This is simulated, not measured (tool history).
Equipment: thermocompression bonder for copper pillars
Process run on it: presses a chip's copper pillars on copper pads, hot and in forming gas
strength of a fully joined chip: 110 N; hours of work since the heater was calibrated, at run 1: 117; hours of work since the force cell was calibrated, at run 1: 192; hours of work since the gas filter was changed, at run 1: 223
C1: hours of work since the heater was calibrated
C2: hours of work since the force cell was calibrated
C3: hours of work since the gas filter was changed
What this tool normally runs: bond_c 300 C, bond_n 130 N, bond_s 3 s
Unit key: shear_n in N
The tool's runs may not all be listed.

Run 1, hour 0.0: usual settings; C1 117; C2 192; C3 223. Result: shear_n 57.9 N.
Run 2, hour 4.3: usual settings; C1 120; C2 195; C3 226. Result: shear_n 59.0 N.
Run 3, hour 13.9: usual settings; C1 128; C2 203; C3 234. Result: shear_n 57.3 N.
Run 4, hour 19.8: usual settings; C1 132; C2 207; C3 238. Result: shear_n 57.3 N.
Run 5, hour 25.9: usual settings; C1 137; C2 212; C3 243. Result: shear_n 56.6 N.
Run 6, hour 30.5: usual settings but bond_n 188 N; C1 141; C2 216; C3 246. Result: shear_n 68.6 N.
Run 7, hour 37.1: usual settings but bond_n 119 N; C1 146; C2 221; C3 252. Result: shear_n 54.9 N.
Run 8, hour 46.9: usual settings but bond_n 119 N, bond_s 2 s; C1 153; C2 228; C3 259. Result: shear_n 46.2 N.
Run 9, hour 56.6: usual settings but bond_c 292 C; C1 161; C2 236; C3 267. Result: shear_n 53.9 N.
At hour 58.6: force cell calibrated.
Run 10, hour 62.8: usual settings but bond_c 292 C; C1 165; C2 3; C3 270. Result: shear_n 54.2 N.
Run 11, hour 72.4: usual settings but bond_c 292 C; C1 172; C2 11; C3 278. Result: shear_n 51.4 N.
Run 12, hour 78.1: usual settings but bond_c 274 C; C1 176; C2 15; C3 282. Result: shear_n 44.7 N.
Run 13, hour 86.7: usual settings but bond_c 274 C, bond_s 2 s; C1 183; C2 22; C3 289. Result: shear_n 39.5 N.
Run 14, hour 94.4: usual settings but bond_c 309 C, bond_s 8 s; C1 189; C2 28; C3 295. Result: shear_n 79.8 N.
Run 15, hour 101.7: usual settings but bond_c 317 C, bond_s 4 s; C1 195; C2 33; C3 301. Result: shear_n 71.1 N.
Run 16, hour 107.3: usual settings but bond_c 321 C, bond_n 146 N, bond_s 4 s; C1 199; C2 38; C3 305. Result: shear_n 73.5 N.
At hour 116.3: force cell calibrated, once more.
Run 17, hour 116.3: usual settings but bond_c 321 C, bond_n 146 N, bond_s 4 s; C1 205; C2 0; C3 311. Result: shear_n 75.7 N.
Run 18, hour 122.8: usual settings but bond_c 321 C, bond_n 79 N, bond_s 4 s; C1 210; C2 5; C3 316. Result: shear_n 56.4 N.
Run 19, hour 128.3: usual settings but bond_c 281 C, bond_n 96 N; C1 214; C2 9; C3 320. Result: shear_n 39.8 N.
Run 20, hour 132.8: usual settings but bond_s 9 s; C1 218; C2 13; C3 324. Result: shear_n 76.5 N.
Run 21, hour 142.0: usual settings but bond_s 9 s; C1 225; C2 20; C3 331. Result: shear_n 76.4 N.
Run 22, hour 150.9: usual settings but bond_c 290 C; C1 232; C2 27; C3 338. Result: shear_n 53.1 N.
Run 23, hour 159.9: usual settings but bond_c 280 C, bond_n 142 N, bond_s 4 s; C1 239; C2 34; C3 345. Result: shear_n 55.6 N.

Below are 5 alternative next runs, each starting from the tool's condition after run 23. Predict each:
Run A, hour 164.6: usual settings but bond_n 165 N, bond_s 6 s; C1 242; C2 37; C3 348. Result: shear_n ?.
Run B, hour 164.6: usual settings but bond_c 315 C, bond_n 121 N, bond_s 2 s; C1 242; C2 37; C3 348. Result: shear_n ?.
Run C, hour 164.6: usual settings but bond_c 310 C, bond_n 110 N, bond_s 2 s; C1 242; C2 37; C3 348. Result: shear_n ?.
Run D, hour 164.6: usual settings but bond_n 103 N; C1 242; C2 37; C3 348. Result: shear_n ?.
Run E, hour 164.6: usual settings but bond_c 301 C, bond_s 2 s; C1 242; C2 37; C3 348. Result: shear_n ?.

run  shear_n
  A     77.8
  B     52.6
  C     49.4
  D     48.9
  E     49.1
What these runs would have given with no unlogged condition in the tool:
run  shear_n
  A     83.0
  B     55.9
  C     52.3
  D     51.8
  E     52.0
